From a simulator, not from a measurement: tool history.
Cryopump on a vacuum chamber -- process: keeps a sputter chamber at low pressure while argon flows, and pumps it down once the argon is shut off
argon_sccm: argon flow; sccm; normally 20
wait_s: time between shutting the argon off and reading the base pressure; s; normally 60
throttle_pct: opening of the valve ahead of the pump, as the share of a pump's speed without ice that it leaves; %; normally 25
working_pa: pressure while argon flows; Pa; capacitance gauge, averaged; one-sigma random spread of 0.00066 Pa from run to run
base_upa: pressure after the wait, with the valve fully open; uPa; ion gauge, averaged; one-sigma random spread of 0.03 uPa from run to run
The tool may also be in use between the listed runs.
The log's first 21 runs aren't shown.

run     day  argon_sccm  wait_s  throttle_pct  hours of work since the pump was warmed up and emptied  hours of work since the cold head was overhauled  hours of work since the chamber's fittings were tightened  working_pa  base_upa
 22  19.517          20      79            25                                                      46                                               983                                                        713      0.1075      1.73
 23  20.204          20      79            25                                                      56                                               992                                                        722      0.1086      1.80
 24  20.988          20      79            25                                                      66                                              1003                                                        733      0.1097      1.79
 25  21.938          20      79            25                                                      79                                              1016                                                        746      0.1085      1.79
 26  22.983           8      29            32                                                      93                                              1030                                                        760      0.0339      3.39
 27  24.329           8      29            21                                                     112                                              1048                                                        778      0.0515      3.47
 28  24.975          23      29            20                                                     120                                              1057                                                        787      0.1569      3.54
 29  26.104          10      60            28                                                     136                                              1072                                                        802      0.0485      2.17
 30  26.696          15      90            41                                                     144                                              1080                                                        810      0.0512      1.73
 31  27.921          15      90            41                                                     160                                              1097                                                        827      0.0514      1.81
 32  28.625          20     101            35                                                     170                                              1106                                                        836      0.0806      1.68
 33  29.404          10     168            29                                                     180                                              1117                                                        847      0.0474      1.38
 34  30.262          28      64            18                                                     192                                              1128                                                        859      0.2107      2.05

3 options for the next run, each taken on its own from the tool as it stands now. Forecast them:
  A  31.358           8      61            36                                                     207                                              1143                                                        873           ?         ?
  B  31.358          30      71            22                                                     207                                              1143                                                        873           ?         ?
  C  31.358          10      60            30                                                     207                                              1143                                                        873           ?         ?

run  working_pa  base_upa
  A      0.0310      2.19
  B      0.1860      2.01
  C      0.0472      2.27
What these runs would have given with no unlogged condition in the tool:
run  working_pa  base_upa
  A      0.0299      1.41
  B      0.1818      1.24
  C      0.0458      1.48
